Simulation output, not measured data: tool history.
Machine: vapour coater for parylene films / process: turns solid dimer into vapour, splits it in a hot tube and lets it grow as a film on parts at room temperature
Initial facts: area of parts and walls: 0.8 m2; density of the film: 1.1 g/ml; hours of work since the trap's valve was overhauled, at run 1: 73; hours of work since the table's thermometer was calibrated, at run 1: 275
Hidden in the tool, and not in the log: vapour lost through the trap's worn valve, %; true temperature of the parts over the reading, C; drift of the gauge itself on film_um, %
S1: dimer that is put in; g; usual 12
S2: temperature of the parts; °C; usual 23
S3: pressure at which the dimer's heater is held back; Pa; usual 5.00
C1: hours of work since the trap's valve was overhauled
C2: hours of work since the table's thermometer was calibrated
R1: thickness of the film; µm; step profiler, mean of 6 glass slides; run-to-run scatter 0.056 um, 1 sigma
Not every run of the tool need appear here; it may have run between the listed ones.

run	day	S1	S2	S3	C1	C2	R1
1	0.000	12	23	5.00	73	275	6.53
2	0.538	12	23	5.00	78	281	6.56
3	1.383	12	23	5.00	87	289	6.53
4	2.100	12	23	5.00	94	297	6.56
5	2.567	12	23	5.00	99	302	6.60
6	3.029	12	23	5.00	104	306	6.54
7	3.558	12	23	5.00	110	312	6.48
8	4.212	12	23	5.00	116	319	6.56
9	4.712	12	23	5.00	122	324	6.55
10	5.308	11	15	5.00	128	330	8.72
11	6.092	18	23	2.78	136	338	10.60
12	6.967	6	17	2.78	145	347	4.67
13	8.012	6	17	2.78	156	358	4.71
14	8.700	12	29	2.05	163	365	5.65
15	9.621	12	27	5.00	173	375	5.39
16	10.717	12	27	5.00	184	386	5.41
17	11.417	12	27	5.00	191	394	5.35

4 ways to go on from here, each from the tool as it stands after run 17. What would each give?
A	12.354	12	23	6.81	201	403	?
B	12.354	12	23	5.00	201	403	?
C	12.354	9	23	5.00	201	403	?
D	12.354	12	27	3.83	201	403	?

run	R1
A	6.37
B	6.46
C	4.86
D	5.63
Stripped of hidden state, with their random variation kept, the same runs would have yielded:
run	R1
A	6.39
B	6.48
C	4.87
D	5.65
